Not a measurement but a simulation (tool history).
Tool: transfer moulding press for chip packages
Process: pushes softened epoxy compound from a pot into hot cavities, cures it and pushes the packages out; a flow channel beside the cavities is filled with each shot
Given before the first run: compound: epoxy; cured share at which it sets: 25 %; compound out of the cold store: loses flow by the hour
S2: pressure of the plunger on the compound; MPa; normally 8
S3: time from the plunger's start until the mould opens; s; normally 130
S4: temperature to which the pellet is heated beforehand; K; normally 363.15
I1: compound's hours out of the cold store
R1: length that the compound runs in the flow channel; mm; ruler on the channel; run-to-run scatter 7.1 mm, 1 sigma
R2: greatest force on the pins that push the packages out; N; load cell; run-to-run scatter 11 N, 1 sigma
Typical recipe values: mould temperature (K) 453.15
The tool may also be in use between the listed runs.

run 1 day=0 | mould_temperature_(K)=453.15 S2=8 S3=130 S4=363.15 | I1=17.6 | R1=816 R2=1127
run 2 day=1.158 | mould_temperature_(K)=453.15 S2=8 S3=130 S4=363.15 | I1=39 | R1=727 R2=1098
-- day=2.733 cavities cleaned with cleaning compound and waxed
run 3 day=2.733 | mould_temperature_(K)=453.15 S2=8 S3=146 S4=363.15 | I1=42.5 | R1=702 R2=1508
run 4 day=5.338 | mould_temperature_(K)=453.15 S2=7.03 S3=130 S4=363.15 | I1=42.1 | R1=659 R2=1253
run 5 day=6.896 | mould_temperature_(K)=453.15 S2=7.03 S3=130 S4=363.15 | I1=13.6 | R1=766 R2=1269
run 6 day=9.521 | mould_temperature_(K)=453.15 S2=7.03 S3=130 S4=363.15 | I1=33.4 | R1=690 R2=1171
-- day=9.717 cavities cleaned with cleaning compound and waxed
run 7 day=11.138 | mould_temperature_(K)=453.15 S2=8 S3=130 S4=363.15 | I1=28 | R1=759 R2=820
run 8 day=13.504 | mould_temperature_(K)=453.15 S2=8 S3=130 S4=363.15 | I1=33.2 | R1=737 R2=1011
run 9 day=14.792 | mould_temperature_(K)=453.15 S2=8 S3=130 S4=363.15 | I1=44.3 | R1=684 R2=1041
run 10 day=15.858 | mould_temperature_(K)=453.15 S2=8 S3=130 S4=363.15 | I1=38 | R1=699 R2=1124
-- day=16.696 cavities cleaned with cleaning compound and waxed
-- day=17.358 cavities cleaned with cleaning compound and waxed, once more
run 11 day=18.054 | mould_temperature_(K)=453.15 S2=8 S3=130 S4=370.15 | I1=21.8 | R1=770 R2=661
run 12 day=20.108 | mould_temperature_(K)=460.15 S2=8 S3=130 S4=370.15 | I1=27 | R1=720 R2=904
run 13 day=21.488 | mould_temperature_(K)=460.15 S2=8 S3=130 S4=370.15 | I1=10.2 | R1=793 R2=986
run 14 day=22.75 | mould_temperature_(K)=460.15 S2=8 S3=130 S4=370.15 | I1=23.7 | R1=742 R2=1014
-- day=24.479 cavities cleaned with cleaning compound and waxed
run 15 day=25.279 | mould_temperature_(K)=460.15 S2=8 S3=130 S4=370.15 | I1=38.3 | R1=667 R2=642
run 16 day=27.529 | mould_temperature_(K)=453.15 S2=7.63 S3=110 S4=361.15 | I1=14.6 | R1=768 R2=1212
run 17 day=30.146 | mould_temperature_(K)=449.15 S2=7.74 S3=110 S4=372.15 | I1=8.5 | R1=802 R2=1712
-- day=31.458 cavities cleaned with cleaning compound and waxed
run 18 day=32.638 | mould_temperature_(K)=456.15 S2=8 S3=168 S4=363.15 | I1=21.4 | R1=731 R2=703
run 19 day=34.667 | mould_temperature_(K)=456.15 S2=8 S3=168 S4=363.15 | I1=16.5 | R1=747 R2=904
-- day=36.179 plunger's sealing rings changed
run 20 day=36.508 | mould_temperature_(K)=460.15 S2=8 S3=125 S4=359.15 | I1=31.3 | R1=749 R2=1035
-- day=38.504 cavities cleaned with cleaning compound and waxed
run 21 day=38.783 | mould_temperature_(K)=447.15 S2=8.53 S3=125 S4=362.15 | I1=38.8 | R1=761 R2=729
run 22 day=40.45 | mould_temperature_(K)=451.15 S2=7.53 S3=114 S4=371.15 | I1=46.1 | R1=683 R2=1046
run 23 day=41.804 | mould_temperature_(K)=451.15 S2=7.53 S3=134 S4=371.15 | I1=21.1 | R1=782 R2=1000
run 24 day=44.004 | mould_temperature_(K)=454.15 S2=8 S3=130 S4=362.15 | I1=47.6 | R1=688 R2=1043
-- day=45.488 cavities cleaned with cleaning compound and waxed
run 25 day=46.379 | mould_temperature_(K)=448.15 S2=8 S3=117 S4=354.15 | I1=26 | R1=787 R2=1020
run 26 day=48.942 | mould_temperature_(K)=445.15 S2=8 S3=142 S4=354.15 | I1=46.9 | R1=706 R2=1190
run 27 day=51.467 | mould_temperature_(K)=458.15 S2=7.51 S3=130 S4=363.15 | I1=21 | R1=761 R2=1060
-- day=52.517 cavities cleaned with cleaning compound and waxed
run 28 day=53.762 | mould_temperature_(K)=460.15 S2=8.67 S3=116 S4=372.15 | I1=14.9 | R1=825 R2=735

Consider 3 possible next runs. They are alternatives, not a sequence: every one starts from the tool as it was left by run 28. What does each give?
run A day=55.042 | mould_temperature_(K)=448.15 S2=8 S3=163 S4=358.15 | I1=22.2 | R1=? R2=?
run B day=55.042 | mould_temperature_(K)=453.15 S2=8.37 S3=130 S4=363.15 | I1=36.8 | R1=? R2=?
run C day=55.042 | mould_temperature_(K)=448.15 S2=8.67 S3=116 S4=372.15 | I1=43.7 | R1=? R2=?

run=A R1=787 R2=902
run=B R1=732 R2=925
run=C R1=720 R2=1210
Without the tool's hidden state the same runs would have given:
run=A R1=829 R2=479
run=B R1=771 R2=492
run=C R1=759 R2=673
